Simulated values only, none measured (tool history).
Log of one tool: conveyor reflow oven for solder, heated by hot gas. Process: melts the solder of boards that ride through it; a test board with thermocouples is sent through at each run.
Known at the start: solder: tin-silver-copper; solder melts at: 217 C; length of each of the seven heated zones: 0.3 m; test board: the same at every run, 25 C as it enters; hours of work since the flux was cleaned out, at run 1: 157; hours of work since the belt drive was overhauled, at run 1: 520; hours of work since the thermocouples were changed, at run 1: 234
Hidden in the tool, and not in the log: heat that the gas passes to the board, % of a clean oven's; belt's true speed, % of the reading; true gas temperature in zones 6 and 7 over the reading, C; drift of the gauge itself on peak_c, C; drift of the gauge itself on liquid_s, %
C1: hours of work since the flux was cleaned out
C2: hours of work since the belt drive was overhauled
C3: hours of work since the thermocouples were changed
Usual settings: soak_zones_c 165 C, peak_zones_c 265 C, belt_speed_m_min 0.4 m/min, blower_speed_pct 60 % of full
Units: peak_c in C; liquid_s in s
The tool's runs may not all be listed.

run 1 day=0 | soak_zones_c=165 peak_zones_c=265 belt_speed_m_min=0.4 blower_speed_pct=60 | C1=157 C2=520 C3=234 | peak_c=246.6 liquid_s=57.7
run 2 day=0.758 | soak_zones_c=165 peak_zones_c=265 belt_speed_m_min=0.4 blower_speed_pct=60 | C1=171 C2=534 C3=248 | peak_c=246.3 liquid_s=57.7
run 3 day=1.508 | soak_zones_c=165 peak_zones_c=265 belt_speed_m_min=0.4 blower_speed_pct=60 | C1=184 C2=548 C3=262 | peak_c=246.3 liquid_s=57.9
run 4 day=2.158 | soak_zones_c=165 peak_zones_c=265 belt_speed_m_min=0.4 blower_speed_pct=60 | C1=196 C2=560 C3=274 | peak_c=246.5 liquid_s=58
run 5 day=2.858 | soak_zones_c=165 peak_zones_c=265 belt_speed_m_min=0.4 blower_speed_pct=60 | C1=209 C2=573 C3=287 | peak_c=246.5 liquid_s=57.7
run 6 day=3.742 | soak_zones_c=165 peak_zones_c=265 belt_speed_m_min=0.4 blower_speed_pct=60 | C1=225 C2=589 C3=303 | peak_c=246.8 liquid_s=57.7
-- day=4.125 flux residue cleaned out of gas plates and filters
run 7 day=4.496 | soak_zones_c=165 peak_zones_c=265 belt_speed_m_min=0.386 blower_speed_pct=60 | C1=7 C2=599 C3=313 | peak_c=248.9 liquid_s=63.3
run 8 day=5.233 | soak_zones_c=165 peak_zones_c=265 belt_speed_m_min=0.386 blower_speed_pct=60 | C1=20 C2=612 C3=326 | peak_c=248.7 liquid_s=63.1
run 9 day=5.854 | soak_zones_c=165 peak_zones_c=265 belt_speed_m_min=0.4 blower_speed_pct=67 | C1=32 C2=624 C3=338 | peak_c=249 liquid_s=61.1
run 10 day=6.333 | soak_zones_c=165 peak_zones_c=265 belt_speed_m_min=0.4 blower_speed_pct=67 | C1=40 C2=632 C3=346 | peak_c=248.8 liquid_s=60.9
run 11 day=6.821 | soak_zones_c=165 peak_zones_c=265 belt_speed_m_min=0.4 blower_speed_pct=67 | C1=49 C2=641 C3=355 | peak_c=249 liquid_s=60.8
run 12 day=7.417 | soak_zones_c=165 peak_zones_c=265 belt_speed_m_min=0.4 blower_speed_pct=67 | C1=60 C2=652 C3=366 | peak_c=248.9 liquid_s=61
run 13 day=8.1 | soak_zones_c=165 peak_zones_c=265 belt_speed_m_min=0.4 blower_speed_pct=67 | C1=73 C2=665 C3=379 | peak_c=248.9 liquid_s=60.9
run 14 day=9.25 | soak_zones_c=165 peak_zones_c=265 belt_speed_m_min=0.4 blower_speed_pct=53 | C1=94 C2=686 C3=400 | peak_c=245.6 liquid_s=56.3
run 15 day=10.1 | soak_zones_c=165 peak_zones_c=265 belt_speed_m_min=0.4 blower_speed_pct=53 | C1=109 C2=701 C3=415 | peak_c=245.8 liquid_s=56.1
run 16 day=10.642 | soak_zones_c=165 peak_zones_c=265 belt_speed_m_min=0.4 blower_speed_pct=53 | C1=119 C2=711 C3=425 | peak_c=245.7 liquid_s=56.2
run 17 day=11.529 | soak_zones_c=163 peak_zones_c=265 belt_speed_m_min=0.423 blower_speed_pct=60 | C1=135 C2=727 C3=441 | peak_c=244.7 liquid_s=51.8
run 18 day=12.608 | soak_zones_c=163 peak_zones_c=265 belt_speed_m_min=0.4 blower_speed_pct=60 | C1=155 C2=747 C3=461 | peak_c=246.9 liquid_s=58
run 19 day=13.558 | soak_zones_c=165 peak_zones_c=270 belt_speed_m_min=0.4 blower_speed_pct=86 | C1=173 C2=765 C3=478 | peak_c=256.4 liquid_s=68.1
-- day=14.562 belt drive overhauled, speed set with a stopwatch
run 20 day=14.562 | soak_zones_c=165 peak_zones_c=270 belt_speed_m_min=0.4 blower_speed_pct=86 | C1=188 C2=0 C3=494 | peak_c=256.3 liquid_s=67.5
run 21 day=15.183 | soak_zones_c=165 peak_zones_c=270 belt_speed_m_min=0.4 blower_speed_pct=51 | C1=199 C2=11 C3=505 | peak_c=248.7 liquid_s=59.2
run 22 day=16.075 | soak_zones_c=165 peak_zones_c=255 belt_speed_m_min=0.41 blower_speed_pct=87 | C1=216 C2=28 C3=521 | peak_c=242.8 liquid_s=53.4
run 23 day=16.546 | soak_zones_c=178 peak_zones_c=265 belt_speed_m_min=0.378 blower_speed_pct=60 | C1=224 C2=36 C3=530 | peak_c=251.7 liquid_s=72
-- day=16.958 flux residue cleaned out of gas plates and filters
run 24 day=17.796 | soak_zones_c=178 peak_zones_c=265 belt_speed_m_min=0.378 blower_speed_pct=60 | C1=15 C2=55 C3=549 | peak_c=252 liquid_s=72.8
run 25 day=18.938 | soak_zones_c=164 peak_zones_c=265 belt_speed_m_min=0.4 blower_speed_pct=65 | C1=36 C2=76 C3=570 | peak_c=249.1 liquid_s=59.9
run 26 day=19.871 | soak_zones_c=167 peak_zones_c=265 belt_speed_m_min=0.4 blower_speed_pct=75 | C1=53 C2=93 C3=587 | peak_c=251.1 liquid_s=64.3
run 27 day=20.525 | soak_zones_c=165 peak_zones_c=265 belt_speed_m_min=0.438 blower_speed_pct=88 | C1=65 C2=105 C3=599 | peak_c=250.2 liquid_s=56.5
run 28 day=21.642 | soak_zones_c=178 peak_zones_c=264 belt_speed_m_min=0.385 blower_speed_pct=88 | C1=86 C2=126 C3=619 | peak_c=255.2 liquid_s=75.3
run 29 day=22.75 | soak_zones_c=174 peak_zones_c=272 belt_speed_m_min=0.348 blower_speed_pct=88 | C1=106 C2=146 C3=640 | peak_c=264.9 liquid_s=88.5
run 30 day=23.392 | soak_zones_c=174 peak_zones_c=272 belt_speed_m_min=0.348 blower_speed_pct=88 | C1=118 C2=158 C3=651 | peak_c=264.7 liquid_s=88.4
run 31 day=24.317 | soak_zones_c=174 peak_zones_c=272 belt_speed_m_min=0.348 blower_speed_pct=88 | C1=135 C2=175 C3=668 | peak_c=264.3 liquid_s=88.8

Hidden state at the last listed run before each entry between runs and at the first one after, where it differs:
Between runs 6 and 7: flux residue cleaned out of gas plates and filters (day 4.125)
  heat that the gas passes to the board, % of a clean oven's: 96.2 -> 99.8; belt's true speed, % of the reading: 99.37 -> 99.36; true gas temperature in zones 6 and 7 over the reading, C: 1.67 -> 1.71
  measured less the result without the state, peak_c: +0.6 -> +1.6 C; liquid_s: +0.7 -> +2.1 s
Between runs 19 and 20: belt drive overhauled, speed set with a stopwatch (day 14.562)
  heat that the gas passes to the board, % of a clean oven's: 97.3 -> 97; belt's true speed, % of the reading: 99.17 -> 99.98; true gas temperature in zones 6 and 7 over the reading, C: 2.37 -> 2.43
  measured less the result without the state, peak_c: +1.6 -> +1.3 C; liquid_s: +1.5 -> +0.7 s
Between runs 23 and 24: flux residue cleaned out of gas plates and filters (day 16.958)
  heat that the gas passes to the board, % of a clean oven's: 96.5 -> 99.6; belt's true speed, % of the reading: 99.95 -> 99.93; true gas temperature in zones 6 and 7 over the reading, C: 2.58 -> 2.66
  measured less the result without the state, peak_c: +1.5 -> +2.2 C; liquid_s: +1 -> +1.9 s
